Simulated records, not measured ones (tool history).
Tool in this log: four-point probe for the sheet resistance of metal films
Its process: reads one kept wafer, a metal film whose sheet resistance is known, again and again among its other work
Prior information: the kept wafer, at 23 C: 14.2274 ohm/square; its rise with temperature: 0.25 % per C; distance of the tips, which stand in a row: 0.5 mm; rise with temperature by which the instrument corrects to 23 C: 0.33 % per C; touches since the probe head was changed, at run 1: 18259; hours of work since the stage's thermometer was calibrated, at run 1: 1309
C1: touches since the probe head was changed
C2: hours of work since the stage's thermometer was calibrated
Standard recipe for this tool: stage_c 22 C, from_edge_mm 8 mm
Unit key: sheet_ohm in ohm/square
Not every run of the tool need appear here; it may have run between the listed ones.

Run 1, day 0.000: usual settings; C1 18259; C2 1309. Result: sheet_ohm 14.213698 ohm/square.
Run 2, day 0.946: usual settings but stage_c 20 C; C1 19323; C2 1325. Result: sheet_ohm 14.237943 ohm/square.
Run 3, day 2.879: usual settings but from_edge_mm 29 mm; C1 21506; C2 1357. Result: sheet_ohm 14.194099 ohm/square.
Run 4, day 4.846: usual settings but from_edge_mm 29 mm; C1 23723; C2 1389. Result: sheet_ohm 14.195097 ohm/square.
Run 5, day 5.854: usual settings; C1 24861; C2 1406. Result: sheet_ohm 14.223989 ohm/square.
Run 6, day 7.600: usual settings; C1 26828; C2 1435. Result: sheet_ohm 14.223755 ohm/square.
Run 7, day 9.538: usual settings; C1 29014; C2 1467. Result: sheet_ohm 14.230085 ohm/square.
Run 8, day 11.162: usual settings; C1 30845; C2 1494. Result: sheet_ohm 14.228089 ohm/square.
Run 9, day 12.275: usual settings; C1 32098; C2 1512. Result: sheet_ohm 14.230165 ohm/square.
Run 10, day 13.800: usual settings; C1 33822; C2 1537. Result: sheet_ohm 14.230195 ohm/square.
Run 11, day 14.938: usual settings but stage_c 27 C; C1 35100; C2 1556. Result: sheet_ohm 14.182171 ohm/square.
Run 12, day 15.858: usual settings; C1 36139; C2 1571. Result: sheet_ohm 14.235182 ohm/square.
Run 13, day 16.729: usual settings; C1 37124; C2 1586. Result: sheet_ohm 14.231216 ohm/square.
Run 14, day 17.950: usual settings; C1 38501; C2 1606. Result: sheet_ohm 14.245027 ohm/square.
Run 15, day 19.408: usual settings; C1 40145; C2 1630. Result: sheet_ohm 14.238657 ohm/square.
Run 16, day 20.562: usual settings but from_edge_mm 4 mm; C1 41445; C2 1649. Result: sheet_ohm 14.327635 ohm/square.
Run 17, day 21.450: usual settings; C1 42445; C2 1664. Result: sheet_ohm 14.248031 ohm/square.
Run 18, day 22.679: usual settings but from_edge_mm 5 mm; C1 43831; C2 1684. Result: sheet_ohm 14.290250 ohm/square.
Run 19, day 23.625: usual settings but from_edge_mm 5 mm; C1 44900; C2 1700. Result: sheet_ohm 14.291605 ohm/square.
Run 20, day 24.800: usual settings but from_edge_mm 56 mm; C1 46222; C2 1719. Result: sheet_ohm 14.216150 ohm/square.
Run 21, day 26.588: usual settings but from_edge_mm 56 mm; C1 48237; C2 1749. Result: sheet_ohm 14.219214 ohm/square.
Run 22, day 28.546: usual settings; C1 50446; C2 1781. Result: sheet_ohm 14.251579 ohm/square.
Run 23, day 29.733: usual settings; C1 51788; C2 1801. Result: sheet_ohm 14.258774 ohm/square.
Run 24, day 31.350: usual settings but stage_c 21 C; C1 53608; C2 1828. Result: sheet_ohm 14.267307 ohm/square.
Run 25, day 33.508: usual settings but stage_c 34 C, from_edge_mm 56 mm; C1 56045; C2 1863. Result: sheet_ohm 14.097959 ohm/square.
At day 33.700: stage's thermometer calibrated.
Run 26, day 35.500: usual settings but stage_c 34 C, from_edge_mm 56 mm; C1 58263; C2 30. Result: sheet_ohm 14.095431 ohm/square.
Run 27, day 36.462: usual settings but stage_c 34 C, from_edge_mm 56 mm; C1 59352; C2 46. Result: sheet_ohm 14.098218 ohm/square.
At day 37.267: stage's thermometer calibrated, once more.
Run 28, day 38.400: usual settings but stage_c 34 C, from_edge_mm 6 mm; C1 61512; C2 19. Result: sheet_ohm 14.183179 ohm/square.
Run 29, day 40.496: usual settings but stage_c 31 C, from_edge_mm 5 mm; C1 63874; C2 53. Result: sheet_ohm 14.238541 ohm/square.
Run 30, day 42.567: usual settings but stage_c 32 C, from_edge_mm 12 mm; C1 66208; C2 88. Result: sheet_ohm 14.171222 ohm/square.
Run 31, day 43.679: usual settings but stage_c 26 C, from_edge_mm 7 mm; C1 67466; C2 106. Result: sheet_ohm 14.258803 ohm/square.
Run 32, day 44.942: usual settings but stage_c 26 C, from_edge_mm 7 mm; C1 68887; C2 127. Result: sheet_ohm 14.255847 ohm/square.
Run 33, day 46.783: usual settings but stage_c 24 C, from_edge_mm 3 mm; C1 70965; C2 157. Result: sheet_ohm 14.451700 ohm/square.
Run 34, day 48.188: usual settings but stage_c 24 C, from_edge_mm 3 mm; C1 72547; C2 181. Result: sheet_ohm 14.453061 ohm/square.
Run 35, day 49.938: usual settings but stage_c 24 C, from_edge_mm 3 mm; C1 74519; C2 210. Result: sheet_ohm 14.455955 ohm/square.
Run 36, day 50.862: usual settings but from_edge_mm 6 mm; C1 75564; C2 225. Result: sheet_ohm 14.322810 ohm/square.
Run 37, day 51.917: usual settings but from_edge_mm 6 mm; C1 76751; C2 242. Result: sheet_ohm 14.322271 ohm/square.
Run 38, day 52.921: usual settings but stage_c 29 C, from_edge_mm 6 mm; C1 77884; C2 259. Result: sheet_ohm 14.252560 ohm/square.
Run 39, day 54.562: usual settings but stage_c 29 C, from_edge_mm 6 mm; C1 79737; C2 286. Result: sheet_ohm 14.251062 ohm/square.
Run 40, day 56.533: usual settings but from_edge_mm 3 mm; C1 81957; C2 319. Result: sheet_ohm 14.481670 ohm/square.
Run 41, day 58.667: usual settings but stage_c 34 C, from_edge_mm 40 mm; C1 84362; C2 354. Result: sheet_ohm 14.148802 ohm/square.
Run 42, day 59.771: usual settings but stage_c 34 C, from_edge_mm 40 mm; C1 85608; C2 372. Result: sheet_ohm 14.158757 ohm/square.
Run 43, day 61.388: usual settings but stage_c 34 C, from_edge_mm 4 mm; C1 87433; C2 399. Result: sheet_ohm 14.274094 ohm/square.
Run 44, day 62.950: usual settings but stage_c 32 C, from_edge_mm 18 mm; C1 89196; C2 425. Result: sheet_ohm 14.180270 ohm/square.
Run 45, day 64.196: usual settings but stage_c 32 C, from_edge_mm 18 mm; C1 90598; C2 446. Result: sheet_ohm 14.181620 ohm/square.
Run 46, day 65.567: usual settings but stage_c 32 C, from_edge_mm 18 mm; C1 92144; C2 468. Result: sheet_ohm 14.184283 ohm/square.

What if the next run were any one of these 3? Each begins from the tool's condition after run 46:
Run A, day 66.775: usual settings but stage_c 28 C, from_edge_mm 14 mm; C1 93505; C2 488. Result: sheet_ohm ?.
Run B, day 66.775: usual settings but stage_c 21 C, from_edge_mm 11 mm; C1 93505; C2 488. Result: sheet_ohm ?.
Run C, day 66.775: usual settings but stage_c 27 C, from_edge_mm 18 mm; C1 93505; C2 488. Result: sheet_ohm ?.

run  sheet_ohm
  A  14.228450
  B  14.311246
  C  14.237578
Had the tool no hidden state, the same runs would have come out as:
run  sheet_ohm
  A  14.180860
  B  14.263435
  C  14.189964
